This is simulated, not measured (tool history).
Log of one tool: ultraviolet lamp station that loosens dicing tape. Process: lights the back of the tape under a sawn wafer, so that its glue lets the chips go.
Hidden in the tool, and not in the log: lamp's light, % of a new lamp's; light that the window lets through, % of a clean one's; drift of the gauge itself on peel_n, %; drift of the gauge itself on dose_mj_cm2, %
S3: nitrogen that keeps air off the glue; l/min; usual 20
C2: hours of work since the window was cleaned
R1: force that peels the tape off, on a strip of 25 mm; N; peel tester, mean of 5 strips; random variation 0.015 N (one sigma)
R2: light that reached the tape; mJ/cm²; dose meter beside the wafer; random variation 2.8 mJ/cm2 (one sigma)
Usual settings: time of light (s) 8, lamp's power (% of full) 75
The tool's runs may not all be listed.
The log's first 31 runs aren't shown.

run 32 hour=745.6 | time_of_light_(s)=12 lamp's_power_(%_of_full)=75 S3=12 | hours_of_work_of_the_lamp=239 C2=574 | R1=0.65 R2=490
run 33 hour=764.5 | time_of_light_(s)=13 lamp's_power_(%_of_full)=61 S3=17 | hours_of_work_of_the_lamp=253 C2=589 | R1=0.709 R2=433
run 34 hour=782.9 | time_of_light_(s)=12 lamp's_power_(%_of_full)=75 S3=29 | hours_of_work_of_the_lamp=268 C2=603 | R1=0.433 R2=478
-- hour=793 window cleaned of glue's vapour
run 35 hour=807.2 | time_of_light_(s)=12 lamp's_power_(%_of_full)=75 S3=29 | hours_of_work_of_the_lamp=286 C2=11 | R1=0.358 R2=535
run 36 hour=821.6 | time_of_light_(s)=13 lamp's_power_(%_of_full)=70 S3=20 | hours_of_work_of_the_lamp=297 C2=22 | R1=0.422 R2=543
run 37 hour=846.6 | time_of_light_(s)=13 lamp's_power_(%_of_full)=70 S3=17 | hours_of_work_of_the_lamp=316 C2=41 | R1=0.467 R2=533
run 38 hour=870.4 | time_of_light_(s)=10 lamp's_power_(%_of_full)=70 S3=17 | hours_of_work_of_the_lamp=335 C2=60 | R1=0.785 R2=409
run 39 hour=887.2 | time_of_light_(s)=11 lamp's_power_(%_of_full)=75 S3=8 | hours_of_work_of_the_lamp=348 C2=73 | R1=0.918 R2=475
run 40 hour=915 | time_of_light_(s)=4 lamp's_power_(%_of_full)=95 S3=6 | hours_of_work_of_the_lamp=369 C2=94 | R1=3.374 R2=215
run 41 hour=941.1 | time_of_light_(s)=4 lamp's_power_(%_of_full)=95 S3=6 | hours_of_work_of_the_lamp=389 C2=114 | R1=3.517 R2=217
run 42 hour=963.5 | time_of_light_(s)=6 lamp's_power_(%_of_full)=95 S3=36 | hours_of_work_of_the_lamp=407 C2=132 | R1=0.881 R2=317
run 43 hour=985.1 | time_of_light_(s)=6 lamp's_power_(%_of_full)=95 S3=11 | hours_of_work_of_the_lamp=423 C2=148 | R1=1.598 R2=318

3 ways to go on from here, each from the tool as it stands after run 43. What would each give?
run A hour=1014.8 | time_of_light_(s)=14 lamp's_power_(%_of_full)=75 S3=21 | hours_of_work_of_the_lamp=446 C2=171 | R1=? R2=?
run B hour=1014.8 | time_of_light_(s)=13 lamp's_power_(%_of_full)=73 S3=6 | hours_of_work_of_the_lamp=446 C2=171 | R1=? R2=?
run C hour=1014.8 | time_of_light_(s)=6 lamp's_power_(%_of_full)=66 S3=9 | hours_of_work_of_the_lamp=446 C2=171 | R1=? R2=?

run=A R1=0.389 R2=574
run=B R1=0.929 R2=522
run=C R1=2.861 R2=215
Without the tool's hidden state the same runs would have given:
run=A R1=0.303 R2=711
run=B R1=0.613 R2=647
run=C R1=2.183 R2=266

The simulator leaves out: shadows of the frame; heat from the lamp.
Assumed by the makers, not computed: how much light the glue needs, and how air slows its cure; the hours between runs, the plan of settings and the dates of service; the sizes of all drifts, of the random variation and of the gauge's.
